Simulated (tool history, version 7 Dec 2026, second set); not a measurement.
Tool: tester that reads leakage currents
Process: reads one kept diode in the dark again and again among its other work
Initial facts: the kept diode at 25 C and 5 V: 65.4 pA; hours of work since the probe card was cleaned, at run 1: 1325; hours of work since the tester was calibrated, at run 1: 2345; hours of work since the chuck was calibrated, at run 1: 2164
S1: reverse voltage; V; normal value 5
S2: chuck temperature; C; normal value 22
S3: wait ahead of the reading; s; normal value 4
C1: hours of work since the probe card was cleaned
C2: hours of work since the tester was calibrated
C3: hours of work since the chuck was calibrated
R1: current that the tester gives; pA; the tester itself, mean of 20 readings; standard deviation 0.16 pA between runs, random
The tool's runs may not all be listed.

run 1 hour=0 | S1=5 S2=22 S3=4 | C1=1325 C2=2345 C3=2164 | R1=59.52
-- hour=127.2 chuck's temperature calibrated
run 2 hour=142.8 | S1=5 S2=22 S3=4 | C1=1419 C2=2438 C3=10 | R1=63.27
run 3 hour=285.7 | S1=2.58 S2=22 S3=4 | C1=1513 C2=2533 C3=105 | R1=42.91
run 4 hour=407.1 | S1=2.58 S2=22 S3=4 | C1=1594 C2=2613 C3=185 | R1=43.25
run 5 hour=562.8 | S1=2.58 S2=22 S3=4 | C1=1697 C2=2716 C3=288 | R1=43.55
run 6 hour=629.7 | S1=5 S2=22 S3=4 | C1=1741 C2=2760 C3=333 | R1=65.2
-- hour=703.9 chuck's temperature calibrated, once more
run 7 hour=713.5 | S1=5 S2=22 S3=4.46 | C1=1795 C2=2814 C3=6 | R1=56.96
run 8 hour=782 | S1=1.2 S2=22 S3=4 | C1=1840 C2=2860 C3=52 | R1=24.49
run 9 hour=858.3 | S1=1.2 S2=22 S3=4 | C1=1891 C2=2910 C3=102 | R1=24.36
run 10 hour=996.9 | S1=5 S2=50 S3=4 | C1=1983 C2=3002 C3=194 | R1=443.1
run 11 hour=1097.6 | S1=5 S2=50 S3=4 | C1=2049 C2=3069 C3=261 | R1=445.95
run 12 hour=1227.4 | S1=5 S2=50 S3=4 | C1=2135 C2=3154 C3=346 | R1=445.02
run 13 hour=1305 | S1=5 S2=50 S3=4 | C1=2186 C2=3206 C3=398 | R1=443.63
run 14 hour=1389.3 | S1=5 S2=22 S3=4 | C1=2242 C2=3262 C3=454 | R1=59.49
run 15 hour=1475.1 | S1=5 S2=22 S3=4 | C1=2299 C2=3318 C3=510 | R1=59.64
run 16 hour=1552.6 | S1=5 S2=22 S3=4 | C1=2350 C2=3370 C3=562 | R1=60.26
run 17 hour=1704.2 | S1=5 S2=22 S3=4 | C1=2451 C2=3470 C3=662 | R1=60.7
run 18 hour=1858.9 | S1=5 S2=22 S3=0.55 | C1=2553 C2=3572 C3=764 | R1=62.2
run 19 hour=2013.4 | S1=5 S2=46 S3=4 | C1=2655 C2=3675 C3=867 | R1=343.92
-- hour=2105.8 probe card cleaned and baked
run 20 hour=2156.4 | S1=5 S2=44 S3=4 | C1=33 C2=3767 C3=959 | R1=286.69
run 21 hour=2281.9 | S1=5 S2=46 S3=4 | C1=117 C2=3850 C3=1042 | R1=330.88
run 22 hour=2416.3 | S1=5 S2=46 S3=4 | C1=206 C2=3939 C3=1131 | R1=333.38
run 23 hour=2564.8 | S1=5 S2=46 S3=4 | C1=304 C2=4037 C3=1229 | R1=333.29
run 24 hour=2715 | S1=5 S2=46 S3=0.7 | C1=403 C2=4137 C3=1329 | R1=336.34
run 25 hour=2825.5 | S1=3.56 S2=25 S3=1.48 | C1=476 C2=4210 C3=1402 | R1=56.53
run 26 hour=2911 | S1=3.56 S2=33 S3=1.48 | C1=533 C2=4267 C3=1459 | R1=105.99
run 27 hour=3000.5 | S1=2.23 S2=22 S3=7.25 | C1=592 C2=4326 C3=1518 | R1=34.01
run 28 hour=3090.3 | S1=5 S2=22 S3=5.04 | C1=652 C2=4385 C3=1577 | R1=54.32
run 29 hour=3207.5 | S1=5 S2=22 S3=5.04 | C1=729 C2=4463 C3=1655 | R1=54.95

Run 30, settings as shown, results not yet in. Your forecast:
-- hour=3241.8 tester calibrated
run 30 hour=3310.8 | S1=19.36 S2=22 S3=6.08 | C1=796 C2=46 C3=1722 | R1=?

Run 30 came out at R1 125.4 pA.
Without the tool's hidden state the same run would have given R1 107.84 pA.
